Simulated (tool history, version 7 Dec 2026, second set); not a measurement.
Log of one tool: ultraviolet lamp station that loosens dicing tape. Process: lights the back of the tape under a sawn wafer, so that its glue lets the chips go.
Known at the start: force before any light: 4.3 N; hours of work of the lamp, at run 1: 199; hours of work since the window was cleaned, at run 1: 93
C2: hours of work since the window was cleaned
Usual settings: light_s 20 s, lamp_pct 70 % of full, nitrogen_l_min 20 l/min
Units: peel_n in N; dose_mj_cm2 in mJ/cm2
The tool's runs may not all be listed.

{"run": 1, "day": 0.0, "light_s": 20, "lamp_pct": 70, "nitrogen_l_min": 20, "hours of work of the lamp": 199, "C2": 93, "peel_n": 0.338, "dose_mj_cm2": 271}
{"run": 2, "day": 1.829, "light_s": 20, "lamp_pct": 70, "nitrogen_l_min": 20, "hours of work of the lamp": 218, "C2": 112, "peel_n": 0.336, "dose_mj_cm2": 266}
{"run": 3, "day": 3.779, "light_s": 20, "lamp_pct": 70, "nitrogen_l_min": 20, "hours of work of the lamp": 239, "C2": 133, "peel_n": 0.344, "dose_mj_cm2": 262}
{"run": 4, "day": 6.15, "light_s": 20, "lamp_pct": 70, "nitrogen_l_min": 20, "hours of work of the lamp": 264, "C2": 158, "peel_n": 0.348, "dose_mj_cm2": 259}
{"run": 5, "day": 8.888, "light_s": 20, "lamp_pct": 70, "nitrogen_l_min": 20, "hours of work of the lamp": 293, "C2": 187, "peel_n": 0.388, "dose_mj_cm2": 245}
{"run": 6, "day": 10.608, "light_s": 20, "lamp_pct": 70, "nitrogen_l_min": 20, "hours of work of the lamp": 312, "C2": 206, "peel_n": 0.382, "dose_mj_cm2": 240}
{"run": 7, "day": 13.521, "light_s": 20, "lamp_pct": 61, "nitrogen_l_min": 20, "hours of work of the lamp": 343, "C2": 237, "peel_n": 0.47, "dose_mj_cm2": 204}
{"day": 14.312, "done": "window cleaned of glue's vapour"}
{"run": 8, "day": 16.567, "light_s": 20, "lamp_pct": 61, "nitrogen_l_min": 20, "hours of work of the lamp": 375, "C2": 24, "peel_n": 0.399, "dose_mj_cm2": 228}
{"run": 9, "day": 18.975, "light_s": 20, "lamp_pct": 61, "nitrogen_l_min": 20, "hours of work of the lamp": 400, "C2": 50, "peel_n": 0.397, "dose_mj_cm2": 233}
{"run": 10, "day": 21.304, "light_s": 39, "lamp_pct": 70, "nitrogen_l_min": 20, "hours of work of the lamp": 425, "C2": 74, "peel_n": 0.256, "dose_mj_cm2": 498}
{"run": 11, "day": 23.138, "light_s": 20, "lamp_pct": 87, "nitrogen_l_min": 20, "hours of work of the lamp": 445, "C2": 94, "peel_n": 0.301, "dose_mj_cm2": 307}
{"run": 12, "day": 24.892, "light_s": 20, "lamp_pct": 87, "nitrogen_l_min": 20, "hours of work of the lamp": 463, "C2": 113, "peel_n": 0.304, "dose_mj_cm2": 305}
{"run": 13, "day": 27.683, "light_s": 20, "lamp_pct": 87, "nitrogen_l_min": 20, "hours of work of the lamp": 493, "C2": 142, "peel_n": 0.313, "dose_mj_cm2": 301}
{"run": 14, "day": 29.771, "light_s": 20, "lamp_pct": 87, "nitrogen_l_min": 20, "hours of work of the lamp": 515, "C2": 165, "peel_n": 0.319, "dose_mj_cm2": 290}
{"run": 15, "day": 31.608, "light_s": 20, "lamp_pct": 70, "nitrogen_l_min": 20, "hours of work of the lamp": 535, "C2": 184, "peel_n": 0.396, "dose_mj_cm2": 232}
{"run": 16, "day": 34.321, "light_s": 20, "lamp_pct": 70, "nitrogen_l_min": 20, "hours of work of the lamp": 564, "C2": 213, "peel_n": 0.433, "dose_mj_cm2": 222}
{"day": 37.304, "done": "window cleaned of glue's vapour"}
{"run": 17, "day": 37.304, "light_s": 20, "lamp_pct": 70, "nitrogen_l_min": 20, "hours of work of the lamp": 595, "C2": 0, "peel_n": 0.366, "dose_mj_cm2": 260}
{"run": 18, "day": 39.842, "light_s": 20, "lamp_pct": 62, "nitrogen_l_min": 20, "hours of work of the lamp": 622, "C2": 27, "peel_n": 0.428, "dose_mj_cm2": 220}
{"run": 19, "day": 41.862, "light_s": 20, "lamp_pct": 62, "nitrogen_l_min": 20, "hours of work of the lamp": 644, "C2": 49, "peel_n": 0.453, "dose_mj_cm2": 220}
{"run": 20, "day": 43.779, "light_s": 20, "lamp_pct": 70, "nitrogen_l_min": 20, "hours of work of the lamp": 664, "C2": 69, "peel_n": 0.398, "dose_mj_cm2": 239}
{"run": 21, "day": 45.371, "light_s": 20, "lamp_pct": 71, "nitrogen_l_min": 14, "hours of work of the lamp": 681, "C2": 86, "peel_n": 0.445, "dose_mj_cm2": 237}
{"run": 22, "day": 47.054, "light_s": 15, "lamp_pct": 70, "nitrogen_l_min": 14, "hours of work of the lamp": 699, "C2": 104, "peel_n": 0.701, "dose_mj_cm2": 171}
{"run": 23, "day": 49.454, "light_s": 15, "lamp_pct": 70, "nitrogen_l_min": 14, "hours of work of the lamp": 725, "C2": 129, "peel_n": 0.718, "dose_mj_cm2": 170}
{"run": 24, "day": 51.479, "light_s": 14, "lamp_pct": 90, "nitrogen_l_min": 32, "hours of work of the lamp": 746, "C2": 151, "peel_n": 0.43, "dose_mj_cm2": 200}
{"run": 25, "day": 53.821, "light_s": 20, "lamp_pct": 70, "nitrogen_l_min": 27, "hours of work of the lamp": 771, "C2": 176, "peel_n": 0.402, "dose_mj_cm2": 216}
{"run": 26, "day": 55.967, "light_s": 13, "lamp_pct": 98, "nitrogen_l_min": 9, "hours of work of the lamp": 794, "C2": 199, "peel_n": 0.769, "dose_mj_cm2": 183}
{"run": 27, "day": 57.488, "light_s": 20, "lamp_pct": 70, "nitrogen_l_min": 38, "hours of work of the lamp": 810, "C2": 215, "peel_n": 0.388, "dose_mj_cm2": 207}
{"run": 28, "day": 60.096, "light_s": 20, "lamp_pct": 70, "nitrogen_l_min": 38, "hours of work of the lamp": 838, "C2": 243, "peel_n": 0.403, "dose_mj_cm2": 196}
{"day": 60.367, "done": "window cleaned of glue's vapour"}
{"run": 29, "day": 61.908, "light_s": 34, "lamp_pct": 85, "nitrogen_l_min": 8, "hours of work of the lamp": 857, "C2": 16, "peel_n": 0.26, "dose_mj_cm2": 483}
{"run": 30, "day": 63.846, "light_s": 35, "lamp_pct": 70, "nitrogen_l_min": 20, "hours of work of the lamp": 878, "C2": 37, "peel_n": 0.248, "dose_mj_cm2": 395}
{"run": 31, "day": 66.696, "light_s": 35, "lamp_pct": 70, "nitrogen_l_min": 20, "hours of work of the lamp": 908, "C2": 67, "peel_n": 0.268, "dose_mj_cm2": 387}
{"run": 32, "day": 69.2, "light_s": 35, "lamp_pct": 70, "nitrogen_l_min": 20, "hours of work of the lamp": 935, "C2": 94, "peel_n": 0.25, "dose_mj_cm2": 378}
{"run": 33, "day": 71.508, "light_s": 26, "lamp_pct": 94, "nitrogen_l_min": 13, "hours of work of the lamp": 959, "C2": 119, "peel_n": 0.288, "dose_mj_cm2": 364}
{"run": 34, "day": 73.821, "light_s": 29, "lamp_pct": 73, "nitrogen_l_min": 20, "hours of work of the lamp": 984, "C2": 143, "peel_n": 0.289, "dose_mj_cm2": 311}
{"run": 35, "day": 75.612, "light_s": 14, "lamp_pct": 70, "nitrogen_l_min": 20, "hours of work of the lamp": 1003, "C2": 162, "peel_n": 0.8, "dose_mj_cm2": 145}
{"run": 36, "day": 78.45, "light_s": 14, "lamp_pct": 70, "nitrogen_l_min": 29, "hours of work of the lamp": 1033, "C2": 193, "peel_n": 0.773, "dose_mj_cm2": 137}
{"run": 37, "day": 80.683, "light_s": 14, "lamp_pct": 70, "nitrogen_l_min": 29, "hours of work of the lamp": 1057, "C2": 216, "peel_n": 0.771, "dose_mj_cm2": 135}
{"run": 38, "day": 82.729, "light_s": 14, "lamp_pct": 86, "nitrogen_l_min": 9, "hours of work of the lamp": 1079, "C2": 238, "peel_n": 0.916, "dose_mj_cm2": 156}
{"day": 83.354, "done": "window cleaned of glue's vapour"}
{"run": 39, "day": 84.517, "light_s": 33, "lamp_pct": 81, "nitrogen_l_min": 26, "hours of work of the lamp": 1098, "C2": 12, "peel_n": 0.255, "dose_mj_cm2": 411}
{"run": 40, "day": 86.875, "light_s": 17, "lamp_pct": 80, "nitrogen_l_min": 36, "hours of work of the lamp": 1123, "C2": 38, "peel_n": 0.398, "dose_mj_cm2": 204}

Forecast each of these 3 alternatives for the next run:
{"run": "A", "day": 89.829, "light_s": 15, "lamp_pct": 80, "nitrogen_l_min": 36, "hours of work of the lamp": 1154, "C2": 69, "peel_n": "?", "dose_mj_cm2": "?"}
{"run": "B", "day": 89.829, "light_s": 17, "lamp_pct": 80, "nitrogen_l_min": 38, "hours of work of the lamp": 1154, "C2": 69, "peel_n": "?", "dose_mj_cm2": "?"}
{"run": "C", "day": 89.829, "light_s": 20, "lamp_pct": 70, "nitrogen_l_min": 20, "hours of work of the lamp": 1154, "C2": 69, "peel_n": "?", "dose_mj_cm2": "?"}

run=A peel_n=0.511 dose_mj_cm2=175
run=B peel_n=0.427 dose_mj_cm2=196
run=C peel_n=0.486 dose_mj_cm2=201
Without the tool's hidden state the same runs would have given:
run=A peel_n=0.311 dose_mj_cm2=267
run=B peel_n=0.289 dose_mj_cm2=299
run=C peel_n=0.299 dose_mj_cm2=307

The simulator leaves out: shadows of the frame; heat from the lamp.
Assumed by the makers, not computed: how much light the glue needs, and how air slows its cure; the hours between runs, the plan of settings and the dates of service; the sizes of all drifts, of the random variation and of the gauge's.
